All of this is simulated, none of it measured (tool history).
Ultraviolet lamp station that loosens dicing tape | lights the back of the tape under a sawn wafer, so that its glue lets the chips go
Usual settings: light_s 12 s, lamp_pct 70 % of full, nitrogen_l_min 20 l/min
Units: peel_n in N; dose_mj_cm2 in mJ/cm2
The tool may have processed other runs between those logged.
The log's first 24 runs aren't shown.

Run 25, hour 1645.2: usual settings but light_s 22 s, lamp_pct 92 % of full, nitrogen_l_min 24 l/min. Result: peel_n 0.224 N, dose_mj_cm2 442 mJ/cm2.
Run 26, hour 1736.4: usual settings but nitrogen_l_min 33 l/min. Result: peel_n 0.369 N, dose_mj_cm2 179 mJ/cm2.
Run 27, hour 1828.6: usual settings but light_s 11 s, lamp_pct 62 % of full. Result: peel_n 0.663 N, dose_mj_cm2 144 mJ/cm2.
Run 28, hour 1887.5: usual settings but light_s 9 s, lamp_pct 66 % of full, nitrogen_l_min 16 l/min. Result: peel_n 0.889 N, dose_mj_cm2 122 mJ/cm2.
Run 29, hour 1975.1: usual settings but light_s 11 s, lamp_pct 79 % of full, nitrogen_l_min 37 l/min. Result: peel_n 0.351 N, dose_mj_cm2 174 mJ/cm2.
Run 30, hour 2032.4: usual settings but light_s 19 s, lamp_pct 97 % of full, nitrogen_l_min 12 l/min. Result: peel_n 0.242 N, dose_mj_cm2 371 mJ/cm2.
Run 31, hour 2087.7: usual settings but light_s 19 s, lamp_pct 97 % of full, nitrogen_l_min 12 l/min. Result: peel_n 0.245 N, dose_mj_cm2 370 mJ/cm2.
Run 32, hour 2175.4: usual settings but light_s 7 s, lamp_pct 79 % of full, nitrogen_l_min 7 l/min. Result: peel_n 1.634 N, dose_mj_cm2 111 mJ/cm2.
Run 33, hour 2248.8: usual settings but light_s 8 s, lamp_pct 84 % of full. Result: peel_n 0.766 N, dose_mj_cm2 126 mJ/cm2.
Run 34, hour 2328.7: usual settings but lamp_pct 97 % of full, nitrogen_l_min 14 l/min. Result: peel_n 0.404 N, dose_mj_cm2 221 mJ/cm2.
Run 35, hour 2385.4: usual settings but lamp_pct 71 % of full, nitrogen_l_min 18 l/min. Result: peel_n 0.573 N, dose_mj_cm2 159 mJ/cm2.
At hour 2407.0: window cleaned of glue's vapour.
Run 36, hour 2481.5: usual settings but light_s 7 s, nitrogen_l_min 33 l/min. Result: peel_n 0.923 N, dose_mj_cm2 99 mJ/cm2.
Run 37, hour 2564.5: usual settings but light_s 7 s, lamp_pct 69 % of full, nitrogen_l_min 33 l/min. Result: peel_n 0.959 N, dose_mj_cm2 94 mJ/cm2.
Run 38, hour 2645.4: usual settings but light_s 6 s, lamp_pct 81 % of full, nitrogen_l_min 9 l/min. Result: peel_n 1.772 N, dose_mj_cm2 93 mJ/cm2.
Run 39, hour 2695.1: usual settings but light_s 6 s, lamp_pct 73 % of full, nitrogen_l_min 17 l/min. Result: peel_n 1.482 N, dose_mj_cm2 83 mJ/cm2.
Run 40, hour 2746.6: usual settings but nitrogen_l_min 15 l/min. Result: peel_n 0.668 N, dose_mj_cm2 157 mJ/cm2.
Run 41, hour 2807.2: usual settings but nitrogen_l_min 15 l/min. Result: peel_n 0.687 N, dose_mj_cm2 156 mJ/cm2.
Run 42, hour 2904.2: usual settings but light_s 14 s, lamp_pct 78 % of full. Result: peel_n 0.382 N, dose_mj_cm2 196 mJ/cm2.

Branching from run 42: 5 alternative next runs. What would each branch give?
Run A, hour 2948.6: usual settings but light_s 14 s, lamp_pct 89 % of full. Result: peel_n ?, dose_mj_cm2 ?.
Run B, hour 2948.6: usual settings but light_s 17 s, lamp_pct 80 % of full, nitrogen_l_min 33 l/min. Result: peel_n ?, dose_mj_cm2 ?.
Run C, hour 2948.6: usual settings but nitrogen_l_min 33 l/min. Result: peel_n ?, dose_mj_cm2 ?.
Run D, hour 2948.6: usual settings but light_s 15 s, lamp_pct 78 % of full, nitrogen_l_min 10 l/min. Result: peel_n ?, dose_mj_cm2 ?.
Run E, hour 2948.6: usual settings but light_s 8 s, nitrogen_l_min 12 l/min. Result: peel_n ?, dose_mj_cm2 ?.

run  peel_n  dose_mj_cm2
  A   0.324          227
  B   0.251          245
  C   0.460          148
  D   0.548          209
  E   1.459           99
Without the tool's hidden state the same runs would have given:
run  peel_n  dose_mj_cm2
  A   0.244          308
  B   0.222          334
  C   0.302          203
  D   0.347          286
  E   0.965          136
